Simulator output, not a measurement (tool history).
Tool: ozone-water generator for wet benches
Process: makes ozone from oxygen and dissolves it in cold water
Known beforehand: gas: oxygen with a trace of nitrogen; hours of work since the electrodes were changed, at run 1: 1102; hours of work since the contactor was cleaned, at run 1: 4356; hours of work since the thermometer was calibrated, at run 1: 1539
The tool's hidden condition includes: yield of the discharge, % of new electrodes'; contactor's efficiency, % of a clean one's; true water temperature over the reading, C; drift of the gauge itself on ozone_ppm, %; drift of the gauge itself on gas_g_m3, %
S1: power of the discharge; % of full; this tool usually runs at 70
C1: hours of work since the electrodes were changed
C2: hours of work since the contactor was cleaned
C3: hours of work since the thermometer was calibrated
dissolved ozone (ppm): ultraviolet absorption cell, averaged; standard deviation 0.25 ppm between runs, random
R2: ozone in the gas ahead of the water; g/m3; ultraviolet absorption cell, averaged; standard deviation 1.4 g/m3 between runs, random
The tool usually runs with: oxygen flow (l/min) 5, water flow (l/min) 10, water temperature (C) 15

{"run": 1, "hour": 0.0, "S1": 70, "oxygen flow (l/min)": 5, "water flow (l/min)": 10, "water temperature (C)": 15, "C1": 1102, "C2": 4356, "C3": 1539, "dissolved ozone (ppm)": 36.6, "R2": 258}
{"run": 2, "hour": 39.8, "S1": 66, "oxygen flow (l/min)": 5, "water flow (l/min)": 10, "water temperature (C)": 15, "C1": 1133, "C2": 4387, "C3": 1570, "dissolved ozone (ppm)": 34.7, "R2": 248.8}
{"run": 3, "hour": 66.1, "S1": 66, "oxygen flow (l/min)": 5, "water flow (l/min)": 10, "water temperature (C)": 15, "C1": 1153, "C2": 4407, "C3": 1590, "dissolved ozone (ppm)": 34.9, "R2": 247.9}
{"run": 4, "hour": 94.9, "S1": 66, "oxygen flow (l/min)": 5, "water flow (l/min)": 10, "water temperature (C)": 15, "C1": 1176, "C2": 4429, "C3": 1613, "dissolved ozone (ppm)": 34.5, "R2": 248.5}
{"run": 5, "hour": 135.4, "S1": 66, "oxygen flow (l/min)": 5, "water flow (l/min)": 10, "water temperature (C)": 15, "C1": 1207, "C2": 4461, "C3": 1644, "dissolved ozone (ppm)": 34.8, "R2": 245.5}
{"run": 6, "hour": 152.5, "S1": 66, "oxygen flow (l/min)": 5, "water flow (l/min)": 10, "water temperature (C)": 15, "C1": 1220, "C2": 4474, "C3": 1657, "dissolved ozone (ppm)": 34.1, "R2": 244.9}
{"run": 7, "hour": 175.4, "S1": 66, "oxygen flow (l/min)": 5, "water flow (l/min)": 10, "water temperature (C)": 15, "C1": 1238, "C2": 4492, "C3": 1675, "dissolved ozone (ppm)": 34.9, "R2": 246.3}
{"run": 8, "hour": 215.2, "S1": 70, "oxygen flow (l/min)": 5, "water flow (l/min)": 7, "water temperature (C)": 15, "C1": 1269, "C2": 4522, "C3": 1706, "dissolved ozone (ppm)": 45.7, "R2": 257.8}
{"run": 9, "hour": 243.7, "S1": 70, "oxygen flow (l/min)": 5, "water flow (l/min)": 6, "water temperature (C)": 15, "C1": 1291, "C2": 4544, "C3": 1728, "dissolved ozone (ppm)": 50.4, "R2": 257.9}
{"run": 10, "hour": 270.4, "S1": 70, "oxygen flow (l/min)": 5, "water flow (l/min)": 6, "water temperature (C)": 15, "C1": 1311, "C2": 4565, "C3": 1749, "dissolved ozone (ppm)": 49.5, "R2": 257.2}
{"run": 11, "hour": 300.7, "S1": 70, "oxygen flow (l/min)": 5, "water flow (l/min)": 16, "water temperature (C)": 15, "C1": 1335, "C2": 4589, "C3": 1772, "dissolved ozone (ppm)": 24.7, "R2": 259}
{"run": 12, "hour": 318.1, "S1": 70, "oxygen flow (l/min)": 5, "water flow (l/min)": 10, "water temperature (C)": 15, "C1": 1348, "C2": 4602, "C3": 1785, "dissolved ozone (ppm)": 36.2, "R2": 258}
{"run": 13, "hour": 354.6, "S1": 70, "oxygen flow (l/min)": 5, "water flow (l/min)": 10, "water temperature (C)": 15, "C1": 1377, "C2": 4630, "C3": 1814, "dissolved ozone (ppm)": 36.3, "R2": 256.5}
{"run": 14, "hour": 381.1, "S1": 70, "oxygen flow (l/min)": 5, "water flow (l/min)": 10, "water temperature (C)": 15, "C1": 1397, "C2": 4651, "C3": 1834, "dissolved ozone (ppm)": 35.9, "R2": 255.6}
{"run": 15, "hour": 399.8, "S1": 70, "oxygen flow (l/min)": 5, "water flow (l/min)": 10, "water temperature (C)": 15, "C1": 1412, "C2": 4665, "C3": 1849, "dissolved ozone (ppm)": 35.9, "R2": 258.7}
{"run": 16, "hour": 430.5, "S1": 70, "oxygen flow (l/min)": 5, "water flow (l/min)": 10, "water temperature (C)": 15, "C1": 1435, "C2": 4689, "C3": 1873, "dissolved ozone (ppm)": 35.8, "R2": 256.2}
{"run": 17, "hour": 459.9, "S1": 87, "oxygen flow (l/min)": 4.83, "water flow (l/min)": 10, "water temperature (C)": 15, "C1": 1458, "C2": 4712, "C3": 1895, "dissolved ozone (ppm)": 42.5, "R2": 306.1}
{"run": 18, "hour": 497.0, "S1": 70, "oxygen flow (l/min)": 6.43, "water flow (l/min)": 6, "water temperature (C)": 16, "C1": 1487, "C2": 4741, "C3": 1924, "dissolved ozone (ppm)": 46.3, "R2": 228.3}
{"run": 19, "hour": 524.9, "S1": 86, "oxygen flow (l/min)": 7.48, "water flow (l/min)": 12, "water temperature (C)": 12, "C1": 1509, "C2": 4762, "C3": 1946, "dissolved ozone (ppm)": 38.3, "R2": 251.3}
{"run": 20, "hour": 564.2, "S1": 53, "oxygen flow (l/min)": 7.48, "water flow (l/min)": 12, "water temperature (C)": 12, "C1": 1539, "C2": 4793, "C3": 1976, "dissolved ozone (ppm)": 27, "R2": 174.8}
{"run": 21, "hour": 590.9, "S1": 62, "oxygen flow (l/min)": 5.54, "water flow (l/min)": 12, "water temperature (C)": 14, "C1": 1560, "C2": 4813, "C3": 1997, "dissolved ozone (ppm)": 29.3, "R2": 223}
{"hour": 597.6, "done": "contactor cleaned"}
{"run": 22, "hour": 620.9, "S1": 70, "oxygen flow (l/min)": 6.28, "water flow (l/min)": 7, "water temperature (C)": 15, "C1": 1580, "C2": 18, "C3": 2017, "dissolved ozone (ppm)": 43.7, "R2": 232.1}
{"run": 23, "hour": 642.4, "S1": 70, "oxygen flow (l/min)": 5.02, "water flow (l/min)": 15, "water temperature (C)": 15, "C1": 1596, "C2": 35, "C3": 2034, "dissolved ozone (ppm)": 25.7, "R2": 257.1}
{"run": 24, "hour": 673.6, "S1": 70, "oxygen flow (l/min)": 5.02, "water flow (l/min)": 15, "water temperature (C)": 15, "C1": 1621, "C2": 59, "C3": 2058, "dissolved ozone (ppm)": 25.7, "R2": 254.9}
{"hour": 702.0, "done": "contactor cleaned, once more"}
{"run": 25, "hour": 708.0, "S1": 70, "oxygen flow (l/min)": 5, "water flow (l/min)": 10, "water temperature (C)": 19, "C1": 1644, "C2": 5, "C3": 2081, "dissolved ozone (ppm)": 34.8, "R2": 254.6}
{"run": 26, "hour": 743.3, "S1": 70, "oxygen flow (l/min)": 5, "water flow (l/min)": 10, "water temperature (C)": 19, "C1": 1671, "C2": 32, "C3": 2109, "dissolved ozone (ppm)": 34.9, "R2": 254.8}
{"run": 27, "hour": 776.3, "S1": 61, "oxygen flow (l/min)": 4.29, "water flow (l/min)": 9, "water temperature (C)": 7, "C1": 1697, "C2": 57, "C3": 2134, "dissolved ozone (ppm)": 41.8, "R2": 244.8}
{"run": 28, "hour": 794.3, "S1": 61, "oxygen flow (l/min)": 4.29, "water flow (l/min)": 9, "water temperature (C)": 7, "C1": 1711, "C2": 71, "C3": 2148, "dissolved ozone (ppm)": 42.4, "R2": 242.7}
{"run": 29, "hour": 825.3, "S1": 61, "oxygen flow (l/min)": 4.29, "water flow (l/min)": 9, "water temperature (C)": 7, "C1": 1735, "C2": 95, "C3": 2172, "dissolved ozone (ppm)": 41.8, "R2": 246.5}
{"run": 30, "hour": 855.4, "S1": 74, "oxygen flow (l/min)": 5, "water flow (l/min)": 10, "water temperature (C)": 15, "C1": 1758, "C2": 119, "C3": 2195, "dissolved ozone (ppm)": 39.6, "R2": 265.5}
{"run": 31, "hour": 896.9, "S1": 83, "oxygen flow (l/min)": 2.65, "water flow (l/min)": 10, "water temperature (C)": 7, "C1": 1790, "C2": 151, "C3": 2228, "dissolved ozone (ppm)": 44.9, "R2": 377}
{"run": 32, "hour": 935.7, "S1": 83, "oxygen flow (l/min)": 2.65, "water flow (l/min)": 10, "water temperature (C)": 7, "C1": 1821, "C2": 181, "C3": 2258, "dissolved ozone (ppm)": 45.6, "R2": 381.7}

Across each entry between runs, compare the hidden state at the last listed run before it with the hidden state at the first listed run after it:
From run 21 to run 22: contactor cleaned (hour 597.6)
  yield of the discharge, % of new electrodes': 99 -> 98.9; contactor's efficiency, % of a clean one's: 90.7 -> 89
  what was measured, less what the result would be without the hidden state, dissolved ozone (ppm): -2 -> -3; R2: -2.1 -> -2.5 g/m3
From run 24 to run 25: contactor cleaned, once more (hour 702)
  yield of the discharge, % of new electrodes': 98.9 -> 98.8; contactor's efficiency, % of a clean one's: 88.9 -> 99.9; true water temperature over the reading, C: 0.15 -> 0.16
  what was measured, less what the result would be without the hidden state, dissolved ozone (ppm): -2.3 -> -0.5; R2: -2.9 -> -3 g/m3

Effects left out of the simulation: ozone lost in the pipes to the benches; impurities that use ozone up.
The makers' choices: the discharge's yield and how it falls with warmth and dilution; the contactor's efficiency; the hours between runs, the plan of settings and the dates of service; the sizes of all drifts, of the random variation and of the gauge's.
